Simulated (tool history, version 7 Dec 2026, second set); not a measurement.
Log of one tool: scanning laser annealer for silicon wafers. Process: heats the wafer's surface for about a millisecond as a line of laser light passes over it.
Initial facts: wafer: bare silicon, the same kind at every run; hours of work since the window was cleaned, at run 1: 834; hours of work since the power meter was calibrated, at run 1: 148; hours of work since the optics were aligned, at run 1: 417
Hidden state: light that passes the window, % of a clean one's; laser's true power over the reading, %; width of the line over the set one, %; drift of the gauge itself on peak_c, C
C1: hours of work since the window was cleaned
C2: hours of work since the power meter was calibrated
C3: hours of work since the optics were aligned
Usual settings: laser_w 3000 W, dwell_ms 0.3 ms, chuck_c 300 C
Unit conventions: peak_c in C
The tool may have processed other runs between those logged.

{"run": 1, "day": 0.0, "laser_w": 3000, "dwell_ms": 0.3, "chuck_c": 300, "C1": 834, "C2": 148, "C3": 417, "peak_c": 1073}
{"run": 2, "day": 0.246, "laser_w": 3000, "dwell_ms": 0.3, "chuck_c": 300, "C1": 838, "C2": 153, "C3": 421, "peak_c": 1076}
{"run": 3, "day": 0.538, "laser_w": 3000, "dwell_ms": 0.3, "chuck_c": 300, "C1": 843, "C2": 158, "C3": 426, "peak_c": 1077}
{"run": 4, "day": 0.762, "laser_w": 3000, "dwell_ms": 0.3, "chuck_c": 300, "C1": 847, "C2": 162, "C3": 430, "peak_c": 1077}
{"run": 5, "day": 1.096, "laser_w": 3000, "dwell_ms": 0.3, "chuck_c": 300, "C1": 853, "C2": 167, "C3": 436, "peak_c": 1076}
{"run": 6, "day": 1.417, "laser_w": 3000, "dwell_ms": 0.3, "chuck_c": 318, "C1": 858, "C2": 173, "C3": 441, "peak_c": 1095}
{"run": 7, "day": 1.783, "laser_w": 3000, "dwell_ms": 0.3, "chuck_c": 318, "C1": 864, "C2": 179, "C3": 448, "peak_c": 1095}
{"run": 8, "day": 1.95, "laser_w": 3000, "dwell_ms": 0.3, "chuck_c": 330, "C1": 867, "C2": 182, "C3": 450, "peak_c": 1105}
{"run": 9, "day": 2.154, "laser_w": 3000, "dwell_ms": 0.3, "chuck_c": 330, "C1": 871, "C2": 185, "C3": 454, "peak_c": 1107}
{"run": 10, "day": 2.433, "laser_w": 3000, "dwell_ms": 0.3, "chuck_c": 330, "C1": 876, "C2": 190, "C3": 459, "peak_c": 1106}
{"run": 11, "day": 2.612, "laser_w": 3000, "dwell_ms": 0.222, "chuck_c": 330, "C1": 879, "C2": 193, "C3": 462, "peak_c": 985}
{"run": 12, "day": 2.9, "laser_w": 3000, "dwell_ms": 0.222, "chuck_c": 330, "C1": 884, "C2": 198, "C3": 467, "peak_c": 988}
{"run": 13, "day": 3.079, "laser_w": 2865, "dwell_ms": 0.288, "chuck_c": 296, "C1": 887, "C2": 201, "C3": 470, "peak_c": 1011}
{"run": 14, "day": 3.454, "laser_w": 2865, "dwell_ms": 0.288, "chuck_c": 296, "C1": 893, "C2": 208, "C3": 476, "peak_c": 1012}
{"run": 15, "day": 3.629, "laser_w": 3250, "dwell_ms": 0.288, "chuck_c": 276, "C1": 896, "C2": 211, "C3": 479, "peak_c": 1112}
{"run": 16, "day": 4.0, "laser_w": 3250, "dwell_ms": 0.288, "chuck_c": 276, "C1": 903, "C2": 217, "C3": 486, "peak_c": 1112}
{"run": 17, "day": 4.246, "laser_w": 3250, "dwell_ms": 0.288, "chuck_c": 276, "C1": 907, "C2": 221, "C3": 490, "peak_c": 1111}
{"run": 18, "day": 4.579, "laser_w": 3250, "dwell_ms": 0.299, "chuck_c": 316, "C1": 913, "C2": 227, "C3": 496, "peak_c": 1167}
{"run": 19, "day": 4.817, "laser_w": 3250, "dwell_ms": 0.299, "chuck_c": 316, "C1": 917, "C2": 231, "C3": 500, "peak_c": 1172}
{"day": 4.992, "done": "window over the wafer cleaned"}
{"run": 20, "day": 5.271, "laser_w": 2719, "dwell_ms": 0.299, "chuck_c": 316, "C1": 5, "C2": 238, "C3": 506, "peak_c": 1004}
{"run": 21, "day": 5.458, "laser_w": 2719, "dwell_ms": 0.359, "chuck_c": 316, "C1": 8, "C2": 241, "C3": 509, "peak_c": 1080}

Branching from run 21: 4 alternative next runs. What would each branch give?
{"run": "A", "day": 5.654, "laser_w": 2550, "dwell_ms": 0.328, "chuck_c": 313, "C1": 11, "C2": 244, "C3": 513, "peak_c": "?"}
{"run": "B", "day": 5.654, "laser_w": 3000, "dwell_ms": 0.353, "chuck_c": 306, "C1": 11, "C2": 244, "C3": 513, "peak_c": "?"}
{"run": "C", "day": 5.654, "laser_w": 3000, "dwell_ms": 0.3, "chuck_c": 276, "C1": 11, "C2": 244, "C3": 513, "peak_c": "?"}
{"run": "D", "day": 5.654, "laser_w": 2719, "dwell_ms": 0.262, "chuck_c": 277, "C1": 11, "C2": 244, "C3": 513, "peak_c": "?"}

run=A peak_c=983
run=B peak_c=1156
run=C peak_c=1049
run=D peak_c=919
Stripped of hidden state, with their random variation kept, the same runs would have yielded:
run=A peak_c=984
run=B peak_c=1157
run=C peak_c=1050
run=D peak_c=919
